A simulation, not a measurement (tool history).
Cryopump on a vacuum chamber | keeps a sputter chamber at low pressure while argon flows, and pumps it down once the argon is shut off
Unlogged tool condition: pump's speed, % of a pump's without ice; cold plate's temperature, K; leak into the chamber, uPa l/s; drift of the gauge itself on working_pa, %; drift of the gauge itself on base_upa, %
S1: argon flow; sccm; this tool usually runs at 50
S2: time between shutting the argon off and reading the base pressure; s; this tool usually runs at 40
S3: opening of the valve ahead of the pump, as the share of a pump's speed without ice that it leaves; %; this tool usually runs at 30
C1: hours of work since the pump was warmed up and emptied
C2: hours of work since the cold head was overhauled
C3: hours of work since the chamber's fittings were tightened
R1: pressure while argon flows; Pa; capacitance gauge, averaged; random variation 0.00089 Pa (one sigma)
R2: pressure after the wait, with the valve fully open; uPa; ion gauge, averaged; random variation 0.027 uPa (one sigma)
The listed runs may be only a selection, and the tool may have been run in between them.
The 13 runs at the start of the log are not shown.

| run | hour | S1 | S2 | S3 | C1 | C2 | C3 | R1 | R2 |
|---|---|---|---|---|---|---|---|---|---|
| 14 | 478.4 | 50 | 38 | 30 | 577 | 577 | 1031 | 0.1971 | 1.68 |
| 15 | 508.2 | 50 | 38 | 30 | 590 | 590 | 1043 | 0.1977 | 1.70 |
| 16 | 535.0 | 50 | 38 | 30 | 601 | 601 | 1055 | 0.1996 | 1.69 |
| 17 | 556.9 | 50 | 40 | 34 | 610 | 610 | 1064 | 0.1786 | 1.66 |
| 18 | 604.5 | 50 | 40 | 30 | 630 | 630 | 1084 | 0.1992 | 1.67 |
| 19 | 657.6 | 50 | 40 | 30 | 653 | 653 | 1106 | 0.2005 | 1.65 |
| 20 | 686.2 | 50 | 143 | 30 | 665 | 665 | 1118 | 0.1993 | 0.92 |
| 21 | 736.1 | 39 | 143 | 16 | 686 | 686 | 1140 | 0.2816 | 0.94 |
| 22 | 770.0 | 86 | 285 | 30 | 700 | 700 | 1154 | 0.3421 | 0.79 |
| 23 | 801.5 | 86 | 285 | 30 | 713 | 713 | 1167 | 0.3430 | 0.86 |
| 24 | 827.1 | 75 | 77 | 18 | 724 | 724 | 1178 | 0.4896 | 1.20 |
| 25 | 876.7 | 59 | 250 | 18 | 745 | 745 | 1199 | 0.3836 | 0.83 |
| 26 | 907.7 | 59 | 250 | 18 | 758 | 758 | 1212 | 0.3851 | 0.85 |
| 27 | 931.7 | 59 | 250 | 20 | 768 | 768 | 1222 | 0.3492 | 0.83 |
| 28 | 983.4 | 58 | 22 | 16 | 790 | 790 | 1244 | 0.4231 | 2.58 |
| 29 | 1022.0 | 58 | 22 | 16 | 806 | 806 | 1260 | 0.4218 | 2.61 |
| 30 | 1047.8 | 58 | 22 | 16 | 817 | 817 | 1271 | 0.4235 | 2.66 |
| 31 | 1098.0 | 57 | 117 | 30 | 838 | 838 | 1292 | 0.2345 | 1.10 |
| 32 | 1123.7 | 53 | 40 | 30 | 849 | 849 | 1303 | 0.2186 | 1.79 |
| 33 | 1170.3 | 53 | 40 | 30 | 869 | 869 | 1323 | 0.2162 | 1.80 |
| 34 | 1193.7 | 53 | 40 | 30 | 879 | 879 | 1332 | 0.2188 | 1.78 |
| 35 | 1243.2 | 28 | 171 | 24 | 900 | 900 | 1353 | 0.1425 | 1.01 |

Predict each of these 3 candidate next runs independently; none follows another, all start after run 35:
| A | 1293.8 | 59 | 163 | 24 | 921 | 921 | 1375 | ? | ? |
| B | 1293.8 | 34 | 45 | 24 | 921 | 921 | 1375 | ? | ? |
| C | 1293.8 | 34 | 88 | 24 | 921 | 921 | 1375 | ? | ? |

| run | R1 | R2 |
|---|---|---|
| A | 0.2994 | 1.06 |
| B | 0.1736 | 1.75 |
| C | 0.1734 | 1.27 |
Stripped of hidden state, with their random variation kept, the same runs would have yielded:
| run | R1 | R2 |
|---|---|---|
| A | 0.2740 | 0.46 |
| B | 0.1589 | 1.15 |
| C | 0.1587 | 0.67 |

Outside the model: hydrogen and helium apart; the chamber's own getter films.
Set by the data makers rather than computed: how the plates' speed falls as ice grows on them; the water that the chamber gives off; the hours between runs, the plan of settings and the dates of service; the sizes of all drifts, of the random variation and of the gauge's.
